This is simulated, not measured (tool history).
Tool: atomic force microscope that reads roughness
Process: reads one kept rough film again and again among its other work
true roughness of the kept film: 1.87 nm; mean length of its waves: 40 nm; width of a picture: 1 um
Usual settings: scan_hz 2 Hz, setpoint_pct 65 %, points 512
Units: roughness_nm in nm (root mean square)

run 1 hour=0 | scan_hz=2 setpoint_pct=65 points=512 | roughness_nm=1.726
run 2 hour=7.7 | scan_hz=2.21 setpoint_pct=65 points=512 | roughness_nm=1.72
run 3 hour=22.1 | scan_hz=0.98 setpoint_pct=65 points=512 | roughness_nm=1.772
run 4 hour=29.6 | scan_hz=0.98 setpoint_pct=65 points=512 | roughness_nm=1.775
run 5 hour=44.8 | scan_hz=0.98 setpoint_pct=65 points=512 | roughness_nm=1.762
run 6 hour=52.3 | scan_hz=0.98 setpoint_pct=65 points=539 | roughness_nm=1.758
run 7 hour=61.1 | scan_hz=0.98 setpoint_pct=65 points=539 | roughness_nm=1.761
run 8 hour=68.9 | scan_hz=0.98 setpoint_pct=55 points=539 | roughness_nm=1.771
run 9 hour=82.2 | scan_hz=2 setpoint_pct=65 points=512 | roughness_nm=1.698
-- hour=84.6 height scale calibrated on a step standard
run 10 hour=101.7 | scan_hz=2 setpoint_pct=65 points=512 | roughness_nm=1.704
run 11 hour=109.7 | scan_hz=2 setpoint_pct=65 points=512 | roughness_nm=1.699
run 12 hour=120.6 | scan_hz=2 setpoint_pct=65 points=512 | roughness_nm=1.687
run 13 hour=133.3 | scan_hz=2 setpoint_pct=65 points=512 | roughness_nm=1.691
-- hour=138.1 height scale calibrated on a step standard, once more
run 14 hour=142.6 | scan_hz=2 setpoint_pct=65 points=431 | roughness_nm=1.683
run 15 hour=160.2 | scan_hz=2 setpoint_pct=65 points=512 | roughness_nm=1.684
run 16 hour=175 | scan_hz=2 setpoint_pct=65 points=512 | roughness_nm=1.677
run 17 hour=185.9 | scan_hz=2 setpoint_pct=86 points=363 | roughness_nm=1.522
run 18 hour=203.9 | scan_hz=3.29 setpoint_pct=74 points=512 | roughness_nm=1.546
run 19 hour=216.8 | scan_hz=3.29 setpoint_pct=74 points=512 | roughness_nm=1.54
run 20 hour=225.7 | scan_hz=3.29 setpoint_pct=74 points=512 | roughness_nm=1.541
run 21 hour=238.6 | scan_hz=3.29 setpoint_pct=74 points=512 | roughness_nm=1.532
run 22 hour=247.9 | scan_hz=3.98 setpoint_pct=74 points=512 | roughness_nm=1.499
run 23 hour=264.4 | scan_hz=3.4 setpoint_pct=74 points=258 | roughness_nm=1.513
run 24 hour=278.3 | scan_hz=3.4 setpoint_pct=74 points=258 | roughness_nm=1.517
run 25 hour=291.7 | scan_hz=1.54 setpoint_pct=67 points=512 | roughness_nm=1.65
-- hour=296.6 new tip fitted
run 26 hour=310.2 | scan_hz=1.54 setpoint_pct=67 points=512 | roughness_nm=1.746
run 27 hour=318.1 | scan_hz=1.54 setpoint_pct=67 points=512 | roughness_nm=1.755
run 28 hour=330.5 | scan_hz=1.54 setpoint_pct=67 points=512 | roughness_nm=1.737
run 29 hour=340.7 | scan_hz=3.03 setpoint_pct=63 points=774 | roughness_nm=1.69
run 30 hour=355.3 | scan_hz=3.85 setpoint_pct=58 points=774 | roughness_nm=1.714
run 31 hour=366.8 | scan_hz=3.85 setpoint_pct=58 points=774 | roughness_nm=1.697
run 32 hour=380.7 | scan_hz=0.78 setpoint_pct=74 points=298 | roughness_nm=1.727

Forecast each of these 5 alternatives for the next run:
run A hour=393.2 | scan_hz=0.78 setpoint_pct=68 points=299 | roughness_nm=?
run B hour=393.2 | scan_hz=1.4 setpoint_pct=65 points=934 | roughness_nm=?
run C hour=393.2 | scan_hz=0.65 setpoint_pct=90 points=404 | roughness_nm=?
run D hour=393.2 | scan_hz=3.65 setpoint_pct=57 points=322 | roughness_nm=?
run E hour=393.2 | scan_hz=1.5 setpoint_pct=67 points=298 | roughness_nm=?

run=A roughness_nm=1.742
run=B roughness_nm=1.736
run=C roughness_nm=1.677
run=D roughness_nm=1.693
run=E roughness_nm=1.722
Without the tool's hidden state the same runs would have given:
run=A roughness_nm=1.778
run=B roughness_nm=1.772
run=C roughness_nm=1.712
run=D roughness_nm=1.728
run=E roughness_nm=1.757

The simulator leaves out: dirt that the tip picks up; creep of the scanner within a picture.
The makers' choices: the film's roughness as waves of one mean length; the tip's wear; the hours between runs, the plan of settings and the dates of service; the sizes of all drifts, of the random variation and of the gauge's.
